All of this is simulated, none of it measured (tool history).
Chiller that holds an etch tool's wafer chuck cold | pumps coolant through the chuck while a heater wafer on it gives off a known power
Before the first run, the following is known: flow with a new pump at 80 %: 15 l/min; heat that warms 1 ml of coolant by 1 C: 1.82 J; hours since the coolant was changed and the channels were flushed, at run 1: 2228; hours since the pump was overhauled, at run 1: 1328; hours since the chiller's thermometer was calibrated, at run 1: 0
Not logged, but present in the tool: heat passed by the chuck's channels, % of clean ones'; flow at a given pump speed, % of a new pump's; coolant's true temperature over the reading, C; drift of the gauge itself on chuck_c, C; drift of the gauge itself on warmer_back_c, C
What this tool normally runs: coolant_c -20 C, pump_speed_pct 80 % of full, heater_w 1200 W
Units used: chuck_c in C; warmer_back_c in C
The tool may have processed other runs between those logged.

run	hour	coolant_c	pump_speed_pct	heater_w	hours since the coolant was changed and the channels were flushed	hours since the pump was overhauled	hours since the chiller's thermometer was calibrated	chuck_c	warmer_back_c
1	0	-20	80	1200	2228	1328	0	-11.6	2.72
2	180.8	-20	80	1200	2409	1508	181	-11.6	2.74
3	359.5	-20	80	1200	2587	1687	360	-11.7	2.72
4	460.1	-20	80	1200	2688	1788	460	-11.3	2.75
5	564	-20	80	1200	2792	1892	564	-11.3	2.74
6	654.2	-11	80	1200	2882	1982	654	-2.2	2.82
7	774.5	-11	80	1200	3002	2102	775	-2.4	2.76
8	916.7	-11	80	1200	3144	2244	917	-2.4	2.78
9	1025.4	-11	80	1200	3253	2353	1025	-2.2	2.79
# hour 1035.3: chiller's thermometer calibrated
10	1203.4	-25	80	1200	3430	2530	168	-16.4	2.82
11	1406.2	-25	80	1200	3633	2733	371	-16.1	2.81
12	1527.6	-20	80	1200	3754	2854	492	-11	2.84
13	1674.1	-20	93	1200	3901	3001	639	-11.5	2.45
# hour 1766.7: chiller's thermometer calibrated, once more
14	1819.8	-20	93	1200	4046	3145	53	-11.7	2.45
# hour 1943.4: coolant changed, channels flushed
15	1986.5	-20	93	1200	43	3306	214	-12.6	2.43

Run 16, settings as shown, results not yet in. Your forecast:
16	2160.4	-28	70	1200	217	3480	388	?	?

{"run 16": {"chuck_c": -19, "warmer_back_c": 3.39}}
With no hidden state in the tool, this same run would have given chuck_c -19.6 C, warmer_back_c 3.07 C.
